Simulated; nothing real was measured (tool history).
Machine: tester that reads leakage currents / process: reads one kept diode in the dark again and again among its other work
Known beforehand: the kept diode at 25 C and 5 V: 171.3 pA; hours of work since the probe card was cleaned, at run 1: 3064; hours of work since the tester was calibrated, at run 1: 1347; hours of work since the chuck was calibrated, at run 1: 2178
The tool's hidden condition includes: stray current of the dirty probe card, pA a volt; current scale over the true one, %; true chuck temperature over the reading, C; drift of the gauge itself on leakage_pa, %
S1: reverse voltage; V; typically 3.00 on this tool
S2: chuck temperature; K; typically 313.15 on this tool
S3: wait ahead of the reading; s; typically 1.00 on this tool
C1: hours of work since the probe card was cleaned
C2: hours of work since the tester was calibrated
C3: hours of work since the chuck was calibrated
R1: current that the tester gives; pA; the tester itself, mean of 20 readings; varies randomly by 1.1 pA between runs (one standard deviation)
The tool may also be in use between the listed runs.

Run 1, hour 0.0: usual settings; C1 3064; C2 1347; C3 2178. Result: R1 419.29 pA.
Run 2, hour 44.9: usual settings but S1 12.70 V; C1 3091; C2 1374; C3 2205. Result: R1 883.97 pA.
Run 3, hour 113.0: usual settings but S1 12.70 V; C1 3132; C2 1415; C3 2246. Result: R1 882.68 pA.
Run 4, hour 164.5: usual settings but S1 12.70 V; C1 3163; C2 1446; C3 2277. Result: R1 885.14 pA.
At hour 195.2: chuck's temperature calibrated.
Run 5, hour 225.4: usual settings but S1 12.70 V; C1 3198; C2 1481; C3 18. Result: R1 797.31 pA.
Run 6, hour 274.6: usual settings but S1 12.70 V; C1 3228; C2 1511; C3 48. Result: R1 799.99 pA.
Run 7, hour 320.4: usual settings but S1 12.70 V; C1 3255; C2 1538; C3 75. Result: R1 801.80 pA.
Run 8, hour 379.7: usual settings; C1 3291; C2 1574; C3 111. Result: R1 380.88 pA.
Run 9, hour 437.6: usual settings; C1 3326; C2 1609; C3 146. Result: R1 380.53 pA.
Run 10, hour 515.5: usual settings; C1 3373; C2 1655; C3 192. Result: R1 381.28 pA.
Run 11, hour 579.2: usual settings; C1 3411; C2 1694; C3 231. Result: R1 384.01 pA.
Run 12, hour 629.6: usual settings; C1 3441; C2 1724; C3 261. Result: R1 381.02 pA.
Run 13, hour 682.0: usual settings but S1 9.38 V; C1 3472; C2 1755; C3 292. Result: R1 693.10 pA.
Run 14, hour 756.0: usual settings but S1 9.38 V; C1 3517; C2 1800; C3 337. Result: R1 688.40 pA.
Run 15, hour 834.2: usual settings but S2 332.15 K; C1 3564; C2 1847; C3 384. Result: R1 1251.39 pA.
Run 16, hour 886.9: usual settings but S3 3.71 s; C1 3595; C2 1878; C3 415. Result: R1 384.17 pA.
Run 17, hour 951.7: usual settings but S3 3.71 s; C1 3634; C2 1917; C3 454. Result: R1 383.90 pA.
Run 18, hour 1032.4: usual settings; C1 3683; C2 1966; C3 503. Result: R1 386.64 pA.
Run 19, hour 1113.6: usual settings but S3 0.63 s; C1 3732; C2 2015; C3 551. Result: R1 387.54 pA.
At hour 1122.1: probe card cleaned and baked.
Run 20, hour 1185.9: usual settings but S1 2.84 V, S3 0.63 s; C1 38; C2 2056; C3 593. Result: R1 370.06 pA.
Run 21, hour 1241.6: usual settings but S1 5.68 V, S3 1.23 s; C1 72; C2 2090; C3 626. Result: R1 524.27 pA.
Run 22, hour 1323.8: usual settings but S1 5.68 V, S2 294.15 K, S3 9.00 s; C1 121; C2 2139; C3 676. Result: R1 138.22 pA.
Run 23, hour 1405.0: usual settings but S1 5.68 V, S2 294.15 K, S3 9.00 s; C1 170; C2 2188; C3 724. Result: R1 138.89 pA.
Run 24, hour 1472.4: usual settings but S1 4.37 V; C1 210; C2 2228; C3 765. Result: R1 466.49 pA.
Run 25, hour 1534.8: usual settings but S1 5.69 V; C1 248; C2 2266; C3 802. Result: R1 533.12 pA.
Run 26, hour 1594.9: usual settings but S1 5.69 V; C1 284; C2 2302; C3 838. Result: R1 531.17 pA.
Run 27, hour 1643.1: usual settings but S1 2.54 V, S2 296.15 K; C1 313; C2 2331; C3 867. Result: R1 108.14 pA.
Run 28, hour 1709.8: usual settings but S1 2.54 V, S2 296.15 K; C1 353; C2 2371; C3 907. Result: R1 108.42 pA.
Run 29, hour 1748.9: usual settings but S1 10.22 V, S2 314.15 K, S3 2.12 s; C1 376; C2 2394; C3 931. Result: R1 765.07 pA.
Run 30, hour 1831.4: usual settings but S1 1.51 V, S2 298.15 K, S3 1.19 s; C1 426; C2 2444; C3 980. Result: R1 96.32 pA.
Run 31, hour 1897.8: usual settings but S1 1.51 V, S2 298.15 K, S3 5.77 s; C1 466; C2 2483; C3 1020. Result: R1 97.28 pA.
Run 32, hour 1974.1: usual settings but S1 1.38 V, S2 312.15 K, S3 6.61 s; C1 511; C2 2529; C3 1066. Result: R1 246.19 pA.
Run 33, hour 2024.9: usual settings but S1 1.38 V, S2 312.15 K, S3 6.61 s; C1 542; C2 2560; C3 1097. Result: R1 246.52 pA.
Run 34, hour 2073.3: usual settings but S1 1.38 V, S2 312.15 K, S3 6.61 s; C1 571; C2 2589; C3 1126. Result: R1 245.35 pA.
Run 35, hour 2149.2: usual settings but S1 2.07 V, S2 321.15 K, S3 6.61 s; C1 617; C2 2634; C3 1171. Result: R1 541.95 pA.
Run 36, hour 2217.2: usual settings but S1 2.07 V, S2 321.15 K, S3 6.61 s; C1 657; C2 2675; C3 1212. Result: R1 541.00 pA.
Run 37, hour 2272.7: usual settings but S1 12.22 V; C1 691; C2 2708; C3 1245. Result: R1 799.13 pA.
Run 38, hour 2307.3: usual settings but S1 1.94 V, S2 325.15 K, S3 0.50 s; C1 711; C2 2729; C3 1266. Result: R1 674.83 pA.
Run 39, hour 2388.6: usual settings but S1 1.24 V, S2 298.15 K, S3 4.06 s; C1 760; C2 2778; C3 1315. Result: R1 89.43 pA.

For some of the steps in R1 from one run to the next: how much would appear even if the tool had no hidden state, given the settings, what came in and random variation, and how much remains for the hidden state plus any gauge scatter that the measured result and the result without hidden state don't share?
Run 1 -> 2: S1 3.00 -> 12.70. R1 +464.68 pA: hidden state +59.05, all else +405.63.
Run 4 -> 5: chuck's temperature calibrated. R1 -87.83 pA: hidden state -84.99, all else -2.84.
Run 15 -> 16: S2 332.15 -> 313.15, S3 1.00 -> 3.71. R1 -867.22 pA: hidden state +1.57, all else -868.79.
Run 28 -> 29: S1 2.54 -> 10.22, S2 296.15 -> 314.15, S3 1.00 -> 2.12. R1 +656.65 pA: hidden state +15.74, all else +640.91.
Run 29 -> 30: S1 10.22 -> 1.51, S2 314.15 -> 298.15, S3 2.12 -> 1.19. R1 -668.75 pA: hidden state -15.94, all else -652.81.
Run 38 -> 39: S1 1.94 -> 1.24, S2 325.15 -> 298.15, S3 0.50 -> 4.06. R1 -585.40 pA: hidden state -17.48, all else -567.92.
